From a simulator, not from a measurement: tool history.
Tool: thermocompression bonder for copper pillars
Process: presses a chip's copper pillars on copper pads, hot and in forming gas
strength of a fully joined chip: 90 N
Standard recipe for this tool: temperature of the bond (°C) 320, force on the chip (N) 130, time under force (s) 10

run   hour  temperature of the bond (°C)  force on the chip (N)  time under force (s)  force that shears a chip off (N)
  1      0                           320                    130                    10                                65
  2      6                           320                    105                    10                                56
  3     12                           320                    105                    10                              55.2
  4   16.4                           320                    107                    10                              55.9
  5   25.3                           320                    107                    10                              57.1
  6   35.4                           320                    130                    10                              64.5
  7   44.6                           320                    130                    10                              63.7
  8   55.5                           320                    130                    10                              64.7
  9   62.5                           320                    130                    10                              65.6
 10   67.9                           320                    130                    11                              66.1
 11   77.4                           320                    130                     7                              58.7
 12   87.3                           320                    130                    14                              68.4
 13   93.6                           320                    130                    14                              70.1
 14  102.1                           326                    143                    11                              72.3
 15  110.8                           326                    143                    11                              73.2
 16  117.2                           326                    143                    11                              73.6
 17  124.9                           326                    143                    12                              73.2
 18  134.6                           320                    114                     6                              51.7
 19  140.5                           342                    106                     6                              59.7
 20  147.8                           342                    106                     6                              59.4
 21  157.1                           324                    143                     9                              69.5
 22  162.6                           294                    123                     9                              46.1
 23    170                           320                     97                    12                              54.6
 24    181                           317                     88                    12                              49.9

Forecast each of these 3 alternatives for the next run:
  A  186.5                           320                    130                    17                                 ?
  B  186.5                           347                    130                    10                                 ?
  C  186.5                           299                    110                    10                                 ?

run  force that shears a chip off (N)
  A                              72.4
  B                              77.5
  C                              45.6
Without the tool's unlogged condition, the same runs would have read:
run  force that shears a chip off (N)
  A                              72.9
  B                              78.1
  C                                46
